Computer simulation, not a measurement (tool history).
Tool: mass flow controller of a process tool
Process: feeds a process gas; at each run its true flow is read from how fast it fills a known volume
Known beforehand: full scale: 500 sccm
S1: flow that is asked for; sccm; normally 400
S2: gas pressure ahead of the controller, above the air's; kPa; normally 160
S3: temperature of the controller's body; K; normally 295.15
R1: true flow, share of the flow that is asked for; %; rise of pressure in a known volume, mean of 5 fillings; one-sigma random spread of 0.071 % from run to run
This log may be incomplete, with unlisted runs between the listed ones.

run,hour,S1,S2,S3,R1
1,0,400,160,295.15,100.03
2,230.6,400,160,295.15,100.13
3,468.3,400,160,295.15,100.18
4,623.6,400,160,295.15,100.1
5,858.5,400,160,295.15,100.02
6,1014.6,400,160,295.15,100.09
7,1142.9,400,160,295.15,100.29
8,1318.2,400,160,295.15,100.24
9,1488.8,52,160,295.15,99.16
10,1704.6,400,160,295.15,100.17
11,1886.8,400,160,295.15,100.25
12,2126.8,400,160,295.15,100.21
13,2355.4,400,160,295.15,100.3
14,2540.9,400,160,295.15,100.45
15,2725.1,400,160,295.15,100.42
16,2929.1,400,160,295.15,100.43
17,3175,400,160,295.15,100.47
18,3407.9,400,160,295.15,100.5
19,3587.6,400,176,295.15,100.28
20,3760.2,400,147,295.15,100.57
21,3952.8,400,161,295.15,100.41
22,4195.8,400,161,295.15,100.5
23,4380.7,400,160,295.15,100.65
24,4481.1,400,160,295.15,100.75
25,4680.7,471,177,303.15,100.09
26,4913.4,77,160,295.15,99.84
27,5065.2,58,222,295.15,99.46
28,5251.2,64,160,295.15,99.71
29,5449.4,102,173,296.15,99.66
30,5683.2,286,173,298.15,100.1
31,5865,286,173,298.15,100.18
# hour 5912.5: controller's zero set anew
32,5988.1,116,149,298.15,99.64
33,6167,116,149,298.15,99.73
34,6388,116,267,298.15,99.58
35,6610.4,400,230,295.15,100.74
36,6845.8,400,230,295.15,100.67
37,6988.3,400,230,295.15,100.73
# hour 7006.4: gauge calibrated
38,7209.6,84,278,298.15,98.57
39,7419.7,84,278,298.15,98.73
40,7592.4,84,278,298.15,98.69
41,7708.8,400,168,295.15,100.08
42,7829.5,400,262,295.15,100.01
43,8031.5,400,262,295.15,99.95
44,8165.1,400,262,295.15,99.92
45,8287.1,53,273,300.15,98.52
46,8530.9,53,146,301.15,98.84
47,8739.2,357,247,305.15,99.12
48,8974.8,85,259,311.15,97.86

The logged runs with the hidden state left out (each run's random variation unchanged):
What the log doesn't record here: flow at rest that the sensor doesn't see, % of full scale; true flow over the shown one, %; drift of the gauge itself on true_pct, %.
run,R1
1,100.03
2,100.11
3,100.12
4,100.03
5,99.92
6,99.97
7,100.15
8,100.08
9,99
10,99.97
11,100.02
12,99.96
13,100.02
14,100.14
15,100.09
16,100.08
17,100.09
18,100.09
19,99.84
20,100.11
21,99.93
22,99.99
23,100.11
24,100.21
25,99.53
26,99.26
27,98.88
28,99.1
29,99.01
30,99.41
31,99.47
32,98.92
33,98.99
34,98.81
35,99.93
36,99.84
37,99.88
38,98.55
39,98.68
40,98.63
41,100
42,99.92
43,99.83
44,99.78
45,98.38
46,98.67
47,98.92
48,97.64
